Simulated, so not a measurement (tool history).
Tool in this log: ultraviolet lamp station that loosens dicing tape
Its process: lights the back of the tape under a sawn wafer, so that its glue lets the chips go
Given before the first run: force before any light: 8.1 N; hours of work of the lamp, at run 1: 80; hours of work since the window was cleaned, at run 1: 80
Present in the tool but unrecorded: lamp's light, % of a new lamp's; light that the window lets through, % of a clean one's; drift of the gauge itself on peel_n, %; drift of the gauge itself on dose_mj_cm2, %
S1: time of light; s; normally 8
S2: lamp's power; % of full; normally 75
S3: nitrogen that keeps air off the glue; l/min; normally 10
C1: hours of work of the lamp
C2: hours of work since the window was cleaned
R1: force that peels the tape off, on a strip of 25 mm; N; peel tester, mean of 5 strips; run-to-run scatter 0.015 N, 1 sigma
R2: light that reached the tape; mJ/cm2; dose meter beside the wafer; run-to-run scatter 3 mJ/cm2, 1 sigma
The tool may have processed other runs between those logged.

run    hour  S1  S2  S3   C1   C2     R1   R2
  1     0.0   8  75  10   80   80  0.774  432
  2    28.1  10  75  10   99   99  0.498  528
  3    54.6  10  75  10  117  117  0.502  523
  4    89.5  10  82  10  140  140  0.433  564
  5   110.1   8  75  10  155  155  0.832  417
  6   146.0   8  75  10  179  179  0.841  403
  7   167.9   8  75  10  194  194  0.846  404
  8   206.0   8  75   6  220  220  1.151  404
  9   222.2   8  75   6  231  231  1.130  399
 10   253.8   8  75   6  252  252  1.117  392
 11   281.9   8  75   6  271  271  1.162  394
 12   300.9   8  75   6  284  284  1.192  386
      304.3  -- window cleaned of glue's vapour
 13   326.7   8  75   6  302   15  1.268  381
 14   360.5   4  75  10  325   38  2.681  186
 15   390.6   4  75  10  345   59  2.800  187
 16   427.5  11  75  10  370   84  0.540  505
 17   444.6   8  75  10  382   96  1.066  367
 18   470.2   8  75  10  399  113  1.061  357
 19   493.3   8  75  10  415  129  1.087  361
      512.9  -- window cleaned of glue's vapour, once more
 20   524.4   8  75  10  436    8  0.924  393
 21   542.6   8  75   9  448   20  1.009  386
 22   570.3   8  77  10  467   39  0.882  396
 23   602.4   7  66  10  489   61  1.523  291
 24   621.7  11  92  18  502   74  0.271  637
 25   653.4   8  75   6  524   96  1.242  376
 26   679.5   8  74   3  542  113  1.745  367
 27   715.3   6  74   3  566  138  2.615  273
 28   734.9   5  82  10  579  151  1.884  249
 29   772.9   5  82  10  605  177  1.990  248
 30   808.8   5  82  10  630  201  2.011  245
 31   839.1   5  82  10  650  222  2.036  237
 32   867.8   5  82  10  670  242  2.086  235
 33   885.8  14  68  10  682  254  0.469  549
 34   905.8  14  61  10  696  268  0.603  487
 35   933.8  14  61   3  715  287  1.162  479
 36   954.6   4  61   3  729  301  4.427  138
 37   988.9   5  75  11  752  324  2.397  207
 38  1017.0   5  75  11  771  343  2.377  205
 39  1039.3   6  95   4  787  358  1.960  307
 40  1076.9  10  90  11  812  384  0.549  483

What differs in the tool's unlogged condition from the final listed run ahead of each entry between runs to the first listed run following it?
After run 12, before run 13: window cleaned of glue's vapour (hour 304.3)
  lamp's light, % of a new lamp's: 91.7 -> 91.2; light that the window lets through, % of a clean one's: 95.2 -> 92.9
  measured minus no-state result, R1: +0.265 -> +0.330 N; R2: -57 -> -68 mJ/cm2
After run 19, before run 20: window cleaned of glue's vapour, once more (hour 512.9)
  lamp's light, % of a new lamp's: 88.1 -> 87.5; light that the window lets through, % of a clean one's: 91.1 -> 99.9
  measured minus no-state result, R1: +0.375 -> +0.214 N; R2: -87 -> -57 mJ/cm2
